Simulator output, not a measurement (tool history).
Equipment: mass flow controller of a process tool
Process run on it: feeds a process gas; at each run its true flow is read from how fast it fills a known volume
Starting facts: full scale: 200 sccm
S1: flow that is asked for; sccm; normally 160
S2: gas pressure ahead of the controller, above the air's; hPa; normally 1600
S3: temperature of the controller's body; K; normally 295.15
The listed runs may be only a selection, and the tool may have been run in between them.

{"run": 1, "hour": 0.0, "S1": 160, "S2": 1600, "S3": 295.15, "true flow (%)": 100.15}
{"run": 2, "hour": 83.6, "S1": 160, "S2": 1600, "S3": 295.15, "true flow (%)": 100.23}
{"run": 3, "hour": 175.2, "S1": 160, "S2": 1600, "S3": 295.15, "true flow (%)": 100.08}
{"run": 4, "hour": 293.7, "S1": 160, "S2": 1600, "S3": 295.15, "true flow (%)": 100.25}
{"run": 5, "hour": 378.8, "S1": 160, "S2": 1600, "S3": 295.15, "true flow (%)": 100.17}
{"run": 6, "hour": 430.8, "S1": 160, "S2": 1600, "S3": 295.15, "true flow (%)": 100.12}
{"run": 7, "hour": 507.8, "S1": 160, "S2": 1600, "S3": 295.15, "true flow (%)": 100.21}
{"run": 8, "hour": 621.0, "S1": 88, "S2": 2640, "S3": 295.15, "true flow (%)": 99.29}
{"run": 9, "hour": 705.0, "S1": 88, "S2": 2640, "S3": 295.15, "true flow (%)": 99.37}
{"run": 10, "hour": 810.5, "S1": 88, "S2": 2640, "S3": 295.15, "true flow (%)": 99.33}

Expected results for the next run?
{"run": 11, "hour": 866.4, "S1": 125, "S2": 1430, "S3": 295.15, "true flow (%)": "?"}

true flow (%): 100.12
Were there no unlogged condition in the tool, this run, its random variation unchanged, would have produced true flow (%) 100.12.

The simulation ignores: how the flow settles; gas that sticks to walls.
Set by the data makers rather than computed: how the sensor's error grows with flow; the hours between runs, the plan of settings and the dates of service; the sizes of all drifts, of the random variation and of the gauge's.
